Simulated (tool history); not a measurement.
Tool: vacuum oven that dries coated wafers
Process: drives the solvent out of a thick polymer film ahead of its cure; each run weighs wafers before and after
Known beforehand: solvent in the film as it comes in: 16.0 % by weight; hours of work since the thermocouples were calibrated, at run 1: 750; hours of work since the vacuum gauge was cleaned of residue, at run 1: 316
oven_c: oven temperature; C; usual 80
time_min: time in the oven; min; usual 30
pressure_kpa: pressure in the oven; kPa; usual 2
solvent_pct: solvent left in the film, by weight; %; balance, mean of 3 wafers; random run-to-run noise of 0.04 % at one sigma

| run | day | oven_c | time_min | pressure_kpa | hours of work since the thermocouples were calibrated | hours of work since the vacuum gauge was cleaned of residue | solvent_pct |
|---|---|---|---|---|---|---|---|
| 1 | 0 | 80 | 30 | 2 | 750 | 316 | 2.56 |
| 2 | 0.508 | 80 | 30 | 2 | 759 | 325 | 2.57 |
| 3 | 1.612 | 80 | 30 | 2 | 778 | 344 | 2.56 |
| 4 | 2.175 | 80 | 30 | 2 | 787 | 354 | 2.55 |
| 5 | 2.667 | 80 | 31 | 2 | 796 | 362 | 2.49 |
| 6 | 3.712 | 80 | 30 | 2 | 814 | 380 | 2.65 |
| 7 | 4.512 | 80 | 30 | 2 | 828 | 394 | 2.57 |
| 8 | 5.062 | 80 | 30 | 2 | 837 | 404 | 2.6 |
| 9 | 5.596 | 80 | 30 | 1.47 | 847 | 413 | 2.34 |
| 10 | 6.662 | 80 | 30 | 5.87 | 865 | 431 | 4.46 |
|  | 7.404 | oven's thermocouples calibrated |
| 11 | 7.462 | 80 | 30 | 5.87 | 1 | 444 | 5.01 |
| 12 | 8.512 | 80 | 26 | 5.87 | 19 | 462 | 5.46 |
| 13 | 9.338 | 80 | 26 | 2.68 | 33 | 476 | 3.92 |
| 14 | 9.904 | 80 | 26 | 2.68 | 43 | 486 | 3.91 |
| 15 | 11.004 | 80 | 26 | 2.68 | 62 | 505 | 3.97 |
| 16 | 11.704 | 80 | 26 | 2.68 | 74 | 517 | 3.87 |
| 17 | 12.571 | 80 | 26 | 2.68 | 89 | 532 | 3.96 |
| 18 | 13.079 | 80 | 30 | 1.31 | 98 | 541 | 2.61 |
| 19 | 13.846 | 80 | 30 | 1.31 | 112 | 554 | 2.71 |
| 20 | 14.296 | 89 | 30 | 1.31 | 119 | 562 | 0.91 |
| 21 | 15.167 | 80 | 30 | 2.34 | 134 | 577 | 3.16 |
| 22 | 16.025 | 73 | 30 | 2.31 | 149 | 592 | 5.52 |
| 23 | 17.017 | 80 | 21 | 2 | 166 | 609 | 4.38 |
| 24 | 17.721 | 80 | 20 | 6.03 | 179 | 621 | 6.4 |
| 25 | 18.696 | 80 | 26 | 3.8 | 195 | 638 | 4.34 |
| 26 | 19.275 | 80 | 26 | 3.8 | 206 | 648 | 4.42 |
| 27 | 20.371 | 81 | 28 | 3.25 | 224 | 667 | 3.54 |
| 28 | 21.238 | 81 | 28 | 3.25 | 239 | 682 | 3.55 |
| 29 | 21.729 | 89 | 16 | 5.09 | 248 | 691 | 3.74 |
| 30 | 22.717 | 80 | 20 | 3.87 | 265 | 708 | 5.37 |
| 31 | 23.675 | 80 | 20 | 6.01 | 282 | 724 | 6.22 |
| 32 | 24.496 | 76 | 53 | 2 | 296 | 739 | 2.38 |
| 33 | 25.504 | 76 | 53 | 2 | 313 | 756 | 2.33 |
| 34 | 26.138 | 71 | 18 | 1.94 | 324 | 767 | 8.03 |
| 35 | 26.704 | 71 | 18 | 1.94 | 334 | 777 | 8.1 |
| 36 | 27.346 | 78 | 27 | 3.78 | 345 | 788 | 4.83 |
| 37 | 27.992 | 80 | 30 | 4.24 | 356 | 799 | 4 |

Pick out some run-to-run changes in solvent_pct. Of each, how much would a tool without hidden state show as well, from the settings, what came in and chance, and how much is left for the hidden state and any gauge scatter not in both results compared?
Unlogged tool condition in this case: true wafer temperature over the reading, C; true pressure over the reading, kPa; drift of the gauge itself on solvent_pct, %.
Run 9 -> 10: pressure_kpa 1.47 -> 5.87. solvent_pct +2.12 %: hidden state -0.09, all else +2.21.
Run 10 -> 11: oven's thermocouples calibrated. solvent_pct +0.55 %: hidden state +0.57, all else -0.02.
Run 31 -> 32: oven_c 80 -> 76, time_min 20 -> 53, pressure_kpa 6.01 -> 2. solvent_pct -3.84 %: hidden state +0.1, all else -3.94.
Run 33 -> 34: oven_c 76 -> 71, time_min 53 -> 18, pressure_kpa 2 -> 1.94. solvent_pct +5.7 %: hidden state -0.09, all else +5.79.
Run 35 -> 36: oven_c 71 -> 78, time_min 18 -> 27, pressure_kpa 1.94 -> 3.78. solvent_pct -3.27 %: hidden state +0, all else -3.27.
